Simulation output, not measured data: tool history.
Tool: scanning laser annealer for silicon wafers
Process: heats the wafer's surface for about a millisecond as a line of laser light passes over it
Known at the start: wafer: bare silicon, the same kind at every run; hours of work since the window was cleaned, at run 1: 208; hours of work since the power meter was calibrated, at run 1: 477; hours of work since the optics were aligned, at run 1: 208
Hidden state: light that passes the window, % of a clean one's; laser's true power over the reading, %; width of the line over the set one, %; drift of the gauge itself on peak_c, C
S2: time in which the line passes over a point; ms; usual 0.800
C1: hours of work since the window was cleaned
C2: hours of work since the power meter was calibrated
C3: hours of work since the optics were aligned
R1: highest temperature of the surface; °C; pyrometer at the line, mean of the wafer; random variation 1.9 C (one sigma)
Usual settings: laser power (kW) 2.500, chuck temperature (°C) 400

run 1 hour=0.0 | laser_power_(kW)=2.500 S2=0.800 chuck_temperature_(°C)=400 | C1=208 C2=477 C3=208 | R1=1223
run 2 hour=55.6 | laser_power_(kW)=2.500 S2=0.800 chuck_temperature_(°C)=400 | C1=247 C2=516 C3=247 | R1=1219
run 3 hour=95.6 | laser_power_(kW)=2.500 S2=0.740 chuck_temperature_(°C)=400 | C1=275 C2=545 C3=275 | R1=1179
run 4 hour=143.6 | laser_power_(kW)=2.500 S2=0.740 chuck_temperature_(°C)=400 | C1=308 C2=578 C3=308 | R1=1175
run 5 hour=196.9 | laser_power_(kW)=2.500 S2=0.740 chuck_temperature_(°C)=400 | C1=346 C2=616 C3=346 | R1=1171
run 6 hour=250.6 | laser_power_(kW)=2.500 S2=0.983 chuck_temperature_(°C)=400 | C1=384 C2=654 C3=384 | R1=1308
run 7 hour=287.8 | laser_power_(kW)=2.435 S2=0.800 chuck_temperature_(°C)=400 | C1=410 C2=680 C3=410 | R1=1187
run 8 hour=348.8 | laser_power_(kW)=2.435 S2=0.800 chuck_temperature_(°C)=400 | C1=453 C2=723 C3=453 | R1=1180
run 9 hour=400.1 | laser_power_(kW)=2.435 S2=0.800 chuck_temperature_(°C)=400 | C1=489 C2=759 C3=489 | R1=1174
-- hour=459.4 window over the wafer cleaned
run 10 hour=464.8 | laser_power_(kW)=2.435 S2=0.800 chuck_temperature_(°C)=400 | C1=4 C2=803 C3=533 | R1=1212
run 11 hour=518.1 | laser_power_(kW)=2.435 S2=0.800 chuck_temperature_(°C)=400 | C1=41 C2=840 C3=570 | R1=1210
run 12 hour=550.3 | laser_power_(kW)=2.435 S2=0.800 chuck_temperature_(°C)=400 | C1=64 C2=863 C3=593 | R1=1208
run 13 hour=580.6 | laser_power_(kW)=2.435 S2=0.800 chuck_temperature_(°C)=400 | C1=85 C2=884 C3=614 | R1=1204
run 14 hour=646.2 | laser_power_(kW)=2.435 S2=0.800 chuck_temperature_(°C)=400 | C1=131 C2=930 C3=661 | R1=1202
run 15 hour=678.3 | laser_power_(kW)=2.435 S2=0.800 chuck_temperature_(°C)=400 | C1=154 C2=953 C3=683 | R1=1196
run 16 hour=711.2 | laser_power_(kW)=2.435 S2=0.800 chuck_temperature_(°C)=400 | C1=177 C2=976 C3=706 | R1=1194
-- hour=722.8 optics aligned, line set to its width
run 17 hour=754.1 | laser_power_(kW)=2.435 S2=0.800 chuck_temperature_(°C)=400 | C1=204 C2=1003 C3=22 | R1=1202
run 18 hour=794.5 | laser_power_(kW)=2.435 S2=0.800 chuck_temperature_(°C)=400 | C1=232 C2=1031 C3=50 | R1=1197
run 19 hour=857.5 | laser_power_(kW)=2.435 S2=0.800 chuck_temperature_(°C)=400 | C1=276 C2=1075 C3=95 | R1=1192
run 20 hour=913.8 | laser_power_(kW)=2.500 S2=0.847 chuck_temperature_(°C)=400 | C1=316 C2=1115 C3=134 | R1=1232
run 21 hour=974.4 | laser_power_(kW)=2.727 S2=0.762 chuck_temperature_(°C)=408 | C1=359 C2=1158 C3=177 | R1=1254
-- hour=981.9 laser's power meter calibrated
run 22 hour=1024.1 | laser_power_(kW)=2.696 S2=0.848 chuck_temperature_(°C)=400 | C1=391 C2=30 C3=210 | R1=1286
run 23 hour=1072.1 | laser_power_(kW)=2.253 S2=0.646 chuck_temperature_(°C)=425 | C1=425 C2=63 C3=243 | R1=1062
run 24 hour=1124.2 | laser_power_(kW)=2.253 S2=0.646 chuck_temperature_(°C)=425 | C1=462 C2=100 C3=280 | R1=1058
run 25 hour=1176.6 | laser_power_(kW)=2.253 S2=0.707 chuck_temperature_(°C)=362 | C1=499 C2=137 C3=317 | R1=1025
-- hour=1222.6 window over the wafer cleaned
run 26 hour=1238.9 | laser_power_(kW)=2.253 S2=0.707 chuck_temperature_(°C)=362 | C1=11 C2=179 C3=359 | R1=1063
run 27 hour=1271.3 | laser_power_(kW)=2.595 S2=0.673 chuck_temperature_(°C)=400 | C1=34 C2=202 C3=382 | R1=1177
run 28 hour=1318.7 | laser_power_(kW)=2.595 S2=0.673 chuck_temperature_(°C)=400 | C1=68 C2=235 C3=416 | R1=1172
-- hour=1352.1 laser's power meter calibrated, once more
run 29 hour=1359.5 | laser_power_(kW)=2.291 S2=0.990 chuck_temperature_(°C)=400 | C1=94 C2=5 C3=442 | R1=1266
run 30 hour=1398.3 | laser_power_(kW)=2.291 S2=0.990 chuck_temperature_(°C)=400 | C1=121 C2=32 C3=469 | R1=1263
run 31 hour=1457.7 | laser_power_(kW)=2.291 S2=0.990 chuck_temperature_(°C)=400 | C1=163 C2=74 C3=511 | R1=1261
run 32 hour=1503.5 | laser_power_(kW)=2.291 S2=0.990 chuck_temperature_(°C)=400 | C1=195 C2=106 C3=543 | R1=1257
run 33 hour=1559.3 | laser_power_(kW)=2.531 S2=0.825 chuck_temperature_(°C)=400 | C1=235 C2=146 C3=583 | R1=1242
run 34 hour=1613.9 | laser_power_(kW)=2.541 S2=0.724 chuck_temperature_(°C)=395 | C1=273 C2=184 C3=621 | R1=1172
run 35 hour=1645.0 | laser_power_(kW)=2.541 S2=0.724 chuck_temperature_(°C)=395 | C1=295 C2=206 C3=643 | R1=1171
run 36 hour=1676.1 | laser_power_(kW)=2.500 S2=0.871 chuck_temperature_(°C)=430 | C1=317 C2=228 C3=665 | R1=1278
run 37 hour=1729.4 | laser_power_(kW)=2.500 S2=0.871 chuck_temperature_(°C)=430 | C1=354 C2=265 C3=702 | R1=1276
-- hour=1748.6 optics aligned, line set to its width
run 38 hour=1786.5 | laser_power_(kW)=2.344 S2=0.932 chuck_temperature_(°C)=375 | C1=391 C2=302 C3=27 | R1=1212
run 39 hour=1816.9 | laser_power_(kW)=2.344 S2=0.932 chuck_temperature_(°C)=375 | C1=412 C2=323 C3=48 | R1=1207
run 40 hour=1882.3 | laser_power_(kW)=2.241 S2=0.796 chuck_temperature_(°C)=375 | C1=458 C2=369 C3=94 | R1=1098

4 ways to go on from here, each from the tool as it stands after run 40. What would each give?
run A hour=1945.8 | laser_power_(kW)=2.228 S2=0.796 chuck_temperature_(°C)=375 | C1=503 C2=414 C3=139 | R1=?
run B hour=1945.8 | laser_power_(kW)=2.150 S2=0.768 chuck_temperature_(°C)=382 | C1=503 C2=414 C3=139 | R1=?
run C hour=1945.8 | laser_power_(kW)=2.500 S2=0.695 chuck_temperature_(°C)=400 | C1=503 C2=414 C3=139 | R1=?
run D hour=1945.8 | laser_power_(kW)=2.699 S2=0.796 chuck_temperature_(°C)=390 | C1=503 C2=414 C3=139 | R1=?

run=A R1=1086
run=B R1=1057
run=C R1=1132
run=D R1=1241
Without the tool's hidden state the same runs would have given:
run=A R1=1128
run=B R1=1097
run=C R1=1175
run=D R1=1292
